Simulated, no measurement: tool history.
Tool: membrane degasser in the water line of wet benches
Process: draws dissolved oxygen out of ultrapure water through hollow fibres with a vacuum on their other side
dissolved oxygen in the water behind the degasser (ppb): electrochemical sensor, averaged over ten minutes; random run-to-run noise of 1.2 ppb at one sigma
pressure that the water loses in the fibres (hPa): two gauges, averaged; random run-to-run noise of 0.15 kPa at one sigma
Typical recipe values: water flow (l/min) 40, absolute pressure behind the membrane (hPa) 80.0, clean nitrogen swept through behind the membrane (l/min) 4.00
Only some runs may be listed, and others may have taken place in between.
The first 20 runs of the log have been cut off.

run,hour,water flow (l/min),absolute pressure behind the membrane (hPa),clean nitrogen swept through behind the membrane (l/min),dissolved oxygen in the water behind the degasser (ppb),pressure that the water loses in the fibres (hPa)
21,1728.0,40,63.1,4.00,116.2,518.2
22,1834.4,58,189.7,3.11,698.3,752.4
23,1943.6,58,189.7,3.11,698.6,752.7
24,2007.3,58,189.7,3.11,711.9,752.8
25,2130.3,48,103.3,4.00,261.5,623.7
26,2250.8,35,80.0,4.00,131.8,455.6
27,2341.1,57,85.7,4.00,264.0,743.1
28,2398.6,35,85.7,4.86,123.8,456.3
29,2517.2,35,85.7,4.86,123.9,455.9
30,2572.8,31,53.5,2.39,98.2,406.1
31,2626.4,40,80.0,1.87,281.3,520.6
32,2711.3,39,198.1,4.00,414.5,509.2

Each row is a separate what-if for the run after 32, all from the same tool condition, not one after another. Results?
A,2814.8,62,175.6,6.89,?,?
B,2814.8,50,161.5,3.48,?,?
C,2814.8,36,49.3,2.84,?,?
D,2814.8,33,63.8,2.35,?,?

run,dissolved oxygen in the water behind the degasser (ppb),pressure that the water loses in the fibres (hPa)
A,400.9,807.0
B,485.0,656.6
C,94.7,470.3
D,140.9,432.2
Without the tool's unlogged condition, the same runs would have read:
run,dissolved oxygen in the water behind the degasser (ppb),pressure that the water loses in the fibres (hPa)
A,369.9,769.1
B,453.0,625.8
C,69.1,448.2
D,115.0,411.9

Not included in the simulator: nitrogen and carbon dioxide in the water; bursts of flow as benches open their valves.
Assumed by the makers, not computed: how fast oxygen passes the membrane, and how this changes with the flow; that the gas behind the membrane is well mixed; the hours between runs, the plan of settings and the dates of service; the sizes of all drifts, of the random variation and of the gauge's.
